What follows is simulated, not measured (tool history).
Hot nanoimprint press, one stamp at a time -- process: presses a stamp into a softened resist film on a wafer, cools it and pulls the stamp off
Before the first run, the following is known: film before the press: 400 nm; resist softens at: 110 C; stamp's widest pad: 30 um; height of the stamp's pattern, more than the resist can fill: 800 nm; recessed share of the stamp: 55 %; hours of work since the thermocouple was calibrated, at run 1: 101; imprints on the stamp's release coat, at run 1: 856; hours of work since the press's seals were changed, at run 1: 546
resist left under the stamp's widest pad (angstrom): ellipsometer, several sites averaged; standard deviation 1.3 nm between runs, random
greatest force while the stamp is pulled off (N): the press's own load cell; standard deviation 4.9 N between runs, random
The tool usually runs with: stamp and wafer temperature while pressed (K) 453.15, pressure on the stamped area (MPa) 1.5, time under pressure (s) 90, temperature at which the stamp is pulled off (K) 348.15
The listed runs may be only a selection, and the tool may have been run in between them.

| run | hour | stamp and wafer temperature while pressed (K) | pressure on the stamped area (MPa) | time under pressure (s) | temperature at which the stamp is pulled off (K) | hours of work since the thermocouple was calibrated | imprints on the stamp's release coat | hours of work since the press's seals were changed | resist left under the stamp's widest pad (angstrom) | greatest force while the stamp is pulled off (N) |
|---|---|---|---|---|---|---|---|---|---|---|
| 1 | 0 | 453.15 | 1.5 | 90 | 348.15 | 101 | 856 | 546 | 2035 | 281 |
| 2 | 20.1 | 453.15 | 1.5 | 90 | 348.15 | 114 | 925 | 560 | 2039 | 280 |
| 3 | 35.7 | 457.15 | 1.5 | 90 | 348.15 | 125 | 980 | 570 | 1664 | 296 |
| 4 | 48.6 | 457.15 | 1.5 | 90 | 348.15 | 134 | 1024 | 579 | 1671 | 289 |
| 5 | 65.6 | 457.15 | 1.5 | 90 | 348.15 | 146 | 1083 | 591 | 1647 | 292 |
| 6 | 75.4 | 457.15 | 1.5 | 90 | 348.15 | 153 | 1117 | 598 | 1656 | 293 |
| 7 | 91.6 | 457.15 | 1.5 | 90 | 348.15 | 164 | 1174 | 609 | 1661 | 286 |
| 8 | 111.5 | 457.15 | 1.5 | 90 | 348.15 | 178 | 1243 | 623 | 1676 | 306 |
| 9 | 122.8 | 453.15 | 1.5 | 90 | 348.15 | 185 | 1282 | 631 | 2007 | 298 |
| 10 | 137.7 | 453.15 | 1.5 | 90 | 348.15 | 196 | 1334 | 641 | 2024 | 295 |
| 11 | 148.9 | 453.15 | 1.5 | 90 | 348.15 | 204 | 1373 | 649 | 1997 | 309 |
| 12 | 157.8 | 453.15 | 1.5 | 90 | 348.15 | 210 | 1404 | 655 | 1987 | 301 |
|  | 175.1 | stamp cleaned and given a new release coat |
| 13 | 180.9 | 453.15 | 1.5 | 90 | 348.15 | 221 | 20 | 667 | 1999 | 234 |
| 14 | 200.1 | 453.15 | 1.5 | 90 | 348.15 | 235 | 87 | 680 | 2002 | 248 |
| 15 | 209.2 | 453.15 | 1.5 | 90 | 348.15 | 241 | 118 | 686 | 1988 | 241 |
| 16 | 220.5 | 453.15 | 1.5 | 90 | 351.15 | 249 | 158 | 694 | 1974 | 232 |
| 17 | 229.3 | 453.15 | 1.5 | 90 | 351.15 | 255 | 188 | 700 | 1973 | 232 |
| 18 | 247.4 | 446.15 | 2.32 | 48 | 344.15 | 268 | 251 | 713 | 2795 | 263 |
| 19 | 261.7 | 446.15 | 2.32 | 48 | 344.15 | 277 | 301 | 723 | 2807 | 277 |
| 20 | 278.9 | 446.15 | 2.32 | 48 | 344.15 | 289 | 360 | 734 | 2771 | 262 |
| 21 | 290.4 | 449.15 | 1.23 | 52 | 345.15 | 297 | 400 | 742 | 2912 | 261 |
| 22 | 304 | 449.15 | 2.04 | 52 | 338.15 | 307 | 448 | 752 | 2512 | 299 |
| 23 | 316.8 | 453.15 | 1.5 | 103 | 351.15 | 315 | 492 | 761 | 1885 | 252 |
| 24 | 326.5 | 452.15 | 1.5 | 103 | 351.15 | 322 | 526 | 767 | 1965 | 243 |
| 25 | 343 | 452.15 | 1.5 | 103 | 351.15 | 334 | 583 | 779 | 1979 | 244 |
| 26 | 351.9 | 442.15 | 1.91 | 98 | 348.15 | 340 | 614 | 785 | 2824 | 266 |
| 27 | 369.6 | 459.15 | 1.17 | 79 | 346.15 | 352 | 676 | 797 | 1738 | 282 |
| 28 | 387.4 | 451.15 | 1.5 | 90 | 348.15 | 364 | 737 | 809 | 2155 | 278 |
| 29 | 401.4 | 453.15 | 1.5 | 90 | 337.15 | 374 | 786 | 819 | 1940 | 329 |
| 30 | 417.1 | 447.15 | 1.13 | 90 | 347.15 | 385 | 841 | 830 | 2773 | 276 |

Here are 4 independent what-if runs from the current tool condition. What would each one return?
|  | 425.9 | plate thermocouple calibrated |
| A | 430.1 | 459.15 | 1.13 | 133 | 344.15 | 3 | 875 | 837 | ? | ? |
|  | 425.9 | plate thermocouple calibrated |
| B | 430.1 | 464.15 | 0.99 | 90 | 336.15 | 3 | 875 | 837 | ? | ? |
|  | 425.9 | plate thermocouple calibrated |
| C | 430.1 | 447.15 | 1.06 | 129 | 347.15 | 3 | 875 | 837 | ? | ? |
|  | 425.9 | plate thermocouple calibrated |
| D | 430.1 | 463.15 | 2.16 | 78 | 348.15 | 3 | 875 | 837 | ? | ? |

| run | resist left under the stamp's widest pad (angstrom) | greatest force while the stamp is pulled off (N) |
|---|---|---|
| A | 1508 | 288 |
| B | 1500 | 339 |
| C | 2708 | 297 |
| D | 1150 | 275 |
Had the tool no hidden state, the same runs would have come out as:
| run | resist left under the stamp's widest pad (angstrom) | greatest force while the stamp is pulled off (N) |
|---|---|---|
| A | 1500 | 244 |
| B | 1494 | 287 |
| C | 2702 | 251 |
| D | 1131 | 233 |

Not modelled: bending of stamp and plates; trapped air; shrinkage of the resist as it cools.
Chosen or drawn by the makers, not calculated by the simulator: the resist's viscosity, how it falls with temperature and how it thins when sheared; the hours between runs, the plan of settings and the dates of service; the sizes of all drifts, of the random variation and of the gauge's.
